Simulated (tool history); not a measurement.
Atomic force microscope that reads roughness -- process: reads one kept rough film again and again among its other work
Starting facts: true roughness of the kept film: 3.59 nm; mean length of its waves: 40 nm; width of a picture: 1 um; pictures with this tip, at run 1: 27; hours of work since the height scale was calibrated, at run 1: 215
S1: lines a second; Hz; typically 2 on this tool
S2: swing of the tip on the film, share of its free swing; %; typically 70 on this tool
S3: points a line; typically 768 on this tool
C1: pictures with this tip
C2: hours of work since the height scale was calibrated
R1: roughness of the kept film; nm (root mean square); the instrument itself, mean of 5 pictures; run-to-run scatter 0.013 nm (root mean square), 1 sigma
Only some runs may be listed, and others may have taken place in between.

{"run": 1, "hour": 0.0, "S1": 2, "S2": 70, "S3": 768, "C1": 27, "C2": 215, "R1": 2.914}
{"run": 2, "hour": 8.2, "S1": 2, "S2": 70, "S3": 768, "C1": 38, "C2": 220, "R1": 2.882}
{"run": 3, "hour": 19.2, "S1": 2, "S2": 72, "S3": 768, "C1": 53, "C2": 226, "R1": 2.807}
{"run": 4, "hour": 26.8, "S1": 2, "S2": 72, "S3": 768, "C1": 64, "C2": 230, "R1": 2.777}
{"run": 5, "hour": 33.4, "S1": 1.17, "S2": 72, "S3": 768, "C1": 73, "C2": 234, "R1": 2.813}
{"run": 6, "hour": 42.7, "S1": 1.17, "S2": 72, "S3": 768, "C1": 86, "C2": 239, "R1": 2.77}
{"run": 7, "hour": 49.5, "S1": 1.17, "S2": 72, "S3": 932, "C1": 95, "C2": 243, "R1": 2.754}
{"run": 8, "hour": 56.2, "S1": 2, "S2": 74, "S3": 768, "C1": 105, "C2": 246, "R1": 2.583}
{"hour": 58.2, "done": "new tip fitted"}
{"run": 9, "hour": 65.2, "S1": 2, "S2": 70, "S3": 768, "C1": 9, "C2": 251, "R1": 3.014}
{"run": 10, "hour": 71.8, "S1": 2, "S2": 70, "S3": 768, "C1": 18, "C2": 255, "R1": 2.971}
{"run": 11, "hour": 77.7, "S1": 2.61, "S2": 58, "S3": 643, "C1": 27, "C2": 258, "R1": 3.026}
{"run": 12, "hour": 83.2, "S1": 2.61, "S2": 77, "S3": 289, "C1": 34, "C2": 261, "R1": 2.724}
{"run": 13, "hour": 91.9, "S1": 1.28, "S2": 69, "S3": 352, "C1": 46, "C2": 266, "R1": 2.937}
{"run": 14, "hour": 100.7, "S1": 0.9, "S2": 69, "S3": 268, "C1": 59, "C2": 271, "R1": 2.907}
{"run": 15, "hour": 109.3, "S1": 0.9, "S2": 69, "S3": 268, "C1": 71, "C2": 276, "R1": 2.85}
{"run": 16, "hour": 115.1, "S1": 0.9, "S2": 69, "S3": 268, "C1": 78, "C2": 279, "R1": 2.837}
{"run": 17, "hour": 123.9, "S1": 1.53, "S2": 73, "S3": 470, "C1": 91, "C2": 284, "R1": 2.736}

Here are 5 independent what-if runs from the current tool condition. What would each one return?
{"run": "A", "hour": 133.6, "S1": 2.13, "S2": 64, "S3": 768, "C1": 104, "C2": 289, "R1": "?"}
{"run": "B", "hour": 133.6, "S1": 1.27, "S2": 72, "S3": 297, "C1": 104, "C2": 289, "R1": "?"}
{"run": "C", "hour": 133.6, "S1": 1.13, "S2": 64, "S3": 470, "C1": 104, "C2": 289, "R1": "?"}
{"run": "D", "hour": 133.6, "S1": 1.03, "S2": 70, "S3": 958, "C1": 104, "C2": 289, "R1": "?"}
{"run": "E", "hour": 133.6, "S1": 3.46, "S2": 73, "S3": 305, "C1": 104, "C2": 289, "R1": "?"}

run=A R1=2.692
run=B R1=2.687
run=C R1=2.79
run=D R1=2.76
run=E R1=2.473
With the hidden condition removed and each run's random variation left untouched, the same runs would have given:
run=A R1=3.111
run=B R1=3.106
run=C R1=3.223
run=D R1=3.189
run=E R1=2.857

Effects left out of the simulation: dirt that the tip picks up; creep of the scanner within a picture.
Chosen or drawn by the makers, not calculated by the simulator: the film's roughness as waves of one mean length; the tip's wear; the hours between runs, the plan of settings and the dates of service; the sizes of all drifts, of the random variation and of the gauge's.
